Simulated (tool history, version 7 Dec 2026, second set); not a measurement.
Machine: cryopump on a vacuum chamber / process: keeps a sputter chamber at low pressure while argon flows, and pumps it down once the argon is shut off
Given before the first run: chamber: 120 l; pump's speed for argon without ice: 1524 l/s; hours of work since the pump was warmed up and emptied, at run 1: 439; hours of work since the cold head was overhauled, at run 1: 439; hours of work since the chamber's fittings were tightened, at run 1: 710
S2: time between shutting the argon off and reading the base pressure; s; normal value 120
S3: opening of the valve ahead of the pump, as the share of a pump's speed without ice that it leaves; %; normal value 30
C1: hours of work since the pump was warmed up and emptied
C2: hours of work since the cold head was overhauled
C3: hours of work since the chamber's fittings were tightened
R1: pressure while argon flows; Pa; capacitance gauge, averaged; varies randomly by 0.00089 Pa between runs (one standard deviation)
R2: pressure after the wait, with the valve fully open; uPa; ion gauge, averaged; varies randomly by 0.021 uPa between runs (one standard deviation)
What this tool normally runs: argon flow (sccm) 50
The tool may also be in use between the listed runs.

run 1 hour=0.0 | argon_flow_(sccm)=50 S2=120 S3=30 | C1=439 C2=439 C3=710 | R1=0.1907 R2=0.72
run 2 hour=95.0 | argon_flow_(sccm)=50 S2=120 S3=30 | C1=485 C2=485 C3=757 | R1=0.1920 R2=0.79
run 3 hour=163.5 | argon_flow_(sccm)=50 S2=120 S3=30 | C1=519 C2=519 C3=790 | R1=0.1910 R2=0.74
run 4 hour=206.7 | argon_flow_(sccm)=50 S2=120 S3=30 | C1=540 C2=540 C3=811 | R1=0.1930 R2=0.78
run 5 hour=289.3 | argon_flow_(sccm)=50 S2=120 S3=30 | C1=580 C2=580 C3=852 | R1=0.1925 R2=0.79
run 6 hour=366.2 | argon_flow_(sccm)=50 S2=88 S3=30 | C1=618 C2=618 C3=889 | R1=0.1939 R2=0.89
run 7 hour=464.3 | argon_flow_(sccm)=50 S2=120 S3=30 | C1=666 C2=666 C3=937 | R1=0.1938 R2=0.83
run 8 hour=551.3 | argon_flow_(sccm)=50 S2=120 S3=30 | C1=708 C2=708 C3=979 | R1=0.1954 R2=0.86
run 9 hour=612.0 | argon_flow_(sccm)=50 S2=120 S3=30 | C1=738 C2=738 C3=1009 | R1=0.1959 R2=0.86
-- hour=628.7 pump warmed up, emptied and cooled again
run 10 hour=704.9 | argon_flow_(sccm)=50 S2=120 S3=30 | C1=37 C2=781 C3=1052 | R1=0.1868 R2=0.80
run 11 hour=809.1 | argon_flow_(sccm)=50 S2=60 S3=30 | C1=88 C2=831 C3=1103 | R1=0.1860 R2=1.07
run 12 hour=880.7 | argon_flow_(sccm)=50 S2=120 S3=55 | C1=123 C2=866 C3=1138 | R1=0.1030 R2=0.83
run 13 hour=926.8 | argon_flow_(sccm)=72 S2=120 S3=30 | C1=146 C2=889 C3=1160 | R1=0.2706 R2=0.87
run 14 hour=992.7 | argon_flow_(sccm)=50 S2=24 S3=30 | C1=178 C2=921 C3=1193 | R1=0.1881 R2=2.01
run 15 hour=1081.8 | argon_flow_(sccm)=50 S2=24 S3=30 | C1=221 C2=965 C3=1236 | R1=0.1891 R2=2.09
run 16 hour=1135.9 | argon_flow_(sccm)=50 S2=24 S3=30 | C1=248 C2=991 C3=1263 | R1=0.1866 R2=2.00
run 17 hour=1208.1 | argon_flow_(sccm)=50 S2=26 S3=30 | C1=283 C2=1026 C3=1298 | R1=0.1879 R2=1.98
run 18 hour=1303.2 | argon_flow_(sccm)=77 S2=120 S3=58 | C1=329 C2=1073 C3=1344 | R1=0.1555 R2=0.98
run 19 hour=1388.0 | argon_flow_(sccm)=87 S2=120 S3=58 | C1=371 C2=1114 C3=1386 | R1=0.1756 R2=0.95
run 20 hour=1466.5 | argon_flow_(sccm)=23 S2=50 S3=20 | C1=409 C2=1153 C3=1424 | R1=0.1304 R2=1.38
run 21 hour=1529.0 | argon_flow_(sccm)=32 S2=50 S3=26 | C1=440 C2=1183 C3=1455 | R1=0.1407 R2=1.39
run 22 hour=1592.6 | argon_flow_(sccm)=24 S2=81 S3=26 | C1=471 C2=1214 C3=1486 | R1=0.1057 R2=1.14
run 23 hour=1645.2 | argon_flow_(sccm)=67 S2=160 S3=20 | C1=496 C2=1240 C3=1511 | R1=0.3805 R2=0.91
run 24 hour=1741.8 | argon_flow_(sccm)=50 S2=160 S3=20 | C1=544 C2=1287 C3=1558 | R1=0.2845 R2=0.94
run 25 hour=1816.3 | argon_flow_(sccm)=78 S2=185 S3=50 | C1=580 C2=1323 C3=1595 | R1=0.1849 R2=0.94
run 26 hour=1899.5 | argon_flow_(sccm)=56 S2=30 S3=16 | C1=621 C2=1364 C3=1635 | R1=0.3956 R2=1.88
run 27 hour=1996.2 | argon_flow_(sccm)=41 S2=32 S3=22 | C1=668 C2=1411 C3=1683 | R1=0.2137 R2=1.84
run 28 hour=2089.5 | argon_flow_(sccm)=39 S2=32 S3=32 | C1=713 C2=1457 C3=1728 | R1=0.1421 R2=1.96
-- hour=2151.1 pump warmed up, emptied and cooled again
run 29 hour=2197.9 | argon_flow_(sccm)=27 S2=40 S3=45 | C1=23 C2=1507 C3=1779 | R1=0.0677 R2=1.58
run 30 hour=2260.8 | argon_flow_(sccm)=63 S2=120 S3=30 | C1=54 C2=1538 C3=1809 | R1=0.2362 R2=1.03
run 31 hour=2337.8 | argon_flow_(sccm)=63 S2=120 S3=30 | C1=91 C2=1576 C3=1847 | R1=0.2359 R2=1.05
run 32 hour=2382.1 | argon_flow_(sccm)=63 S2=45 S3=24 | C1=113 C2=1597 C3=1869 | R1=0.2951 R2=1.55
run 33 hour=2437.0 | argon_flow_(sccm)=43 S2=24 S3=37 | C1=140 C2=1624 C3=1896 | R1=0.1316 R2=2.21

3 ways to go on from here, each from the tool as it stands after run 33. What would each give?
run A hour=2537.2 | argon_flow_(sccm)=22 S2=120 S3=22 | C1=189 C2=1673 C3=1944 | R1=? R2=?
run B hour=2537.2 | argon_flow_(sccm)=90 S2=91 S3=22 | C1=189 C2=1673 C3=1944 | R1=? R2=?
run C hour=2537.2 | argon_flow_(sccm)=50 S2=141 S3=26 | C1=189 C2=1673 C3=1944 | R1=? R2=?

run=A R1=0.1126 R2=1.08
run=B R1=0.4630 R2=1.24
run=C R1=0.2171 R2=1.03
Stripped of hidden state, with their random variation kept, the same runs would have yielded:
run=A R1=0.1109 R2=0.48
run=B R1=0.4559 R2=0.63
run=C R1=0.2132 R2=0.44

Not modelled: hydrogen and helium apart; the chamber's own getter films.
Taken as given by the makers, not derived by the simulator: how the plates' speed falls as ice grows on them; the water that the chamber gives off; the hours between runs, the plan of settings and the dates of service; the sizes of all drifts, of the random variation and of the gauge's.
